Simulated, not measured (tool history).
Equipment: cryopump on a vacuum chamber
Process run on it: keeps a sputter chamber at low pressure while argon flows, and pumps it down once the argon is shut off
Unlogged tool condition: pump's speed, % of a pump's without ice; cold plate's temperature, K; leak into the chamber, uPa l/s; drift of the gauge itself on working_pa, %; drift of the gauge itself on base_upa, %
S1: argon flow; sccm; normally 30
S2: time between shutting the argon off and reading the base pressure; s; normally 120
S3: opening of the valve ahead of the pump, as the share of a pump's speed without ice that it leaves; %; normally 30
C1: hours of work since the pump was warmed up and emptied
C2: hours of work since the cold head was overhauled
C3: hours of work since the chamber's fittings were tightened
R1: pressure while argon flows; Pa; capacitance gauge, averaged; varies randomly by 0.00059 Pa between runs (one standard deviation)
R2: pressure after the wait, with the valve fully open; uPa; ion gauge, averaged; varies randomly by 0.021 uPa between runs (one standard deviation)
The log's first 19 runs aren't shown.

run	hour	S1	S2	S3	C1	C2	C3	R1	R2
20	674.6	49	40	40	430	1284	1879	0.1030	2.26
21	721.5	29	57	15	456	1310	1905	0.1568	2.06
22	756.4	29	57	15	475	1329	1924	0.1572	2.03
23	784.8	29	57	15	490	1345	1940	0.1571	2.11
24	822.6	30	195	19	511	1365	1960	0.1288	1.59
25	856.2	30	195	19	529	1384	1979	0.1289	1.63
26	894.0	30	195	19	550	1404	2000	0.1295	1.65
27	929.4	30	195	19	570	1424	2019	0.1290	1.69
28	970.2	31	112	50	592	1446	2041	0.0537	1.84
29	997.7	31	112	50	607	1461	2056	0.0536	1.90
30	1039.3	31	112	50	630	1484	2079	0.0547	1.85
31	1076.6	13	120	16	650	1504	2100	0.0667	1.87
32	1121.3	25	120	25	675	1529	2124	0.0828	1.85
33	1165.8	60	47	42	699	1553	2148	0.1250	2.40
34	1193.8	60	47	42	714	1569	2164	0.1250	2.41

Branching from run 34: 4 alternative next runs. What would each branch give?
A	1224.4	30	40	21	731	1585	2181	?	?
B	1224.4	30	26	30	731	1585	2181	?	?
C	1224.4	60	61	17	731	1585	2181	?	?
D	1224.4	49	125	51	731	1585	2181	?	?

run	R1	R2
A	0.1181	2.60
B	0.0863	3.14
C	0.2893	2.23
D	0.0866	2.01
Stripped of hidden state, with their random variation kept, the same runs would have yielded:
run	R1	R2
A	0.1119	1.09
B	0.0801	1.62
C	0.2770	0.75
D	0.0765	0.48
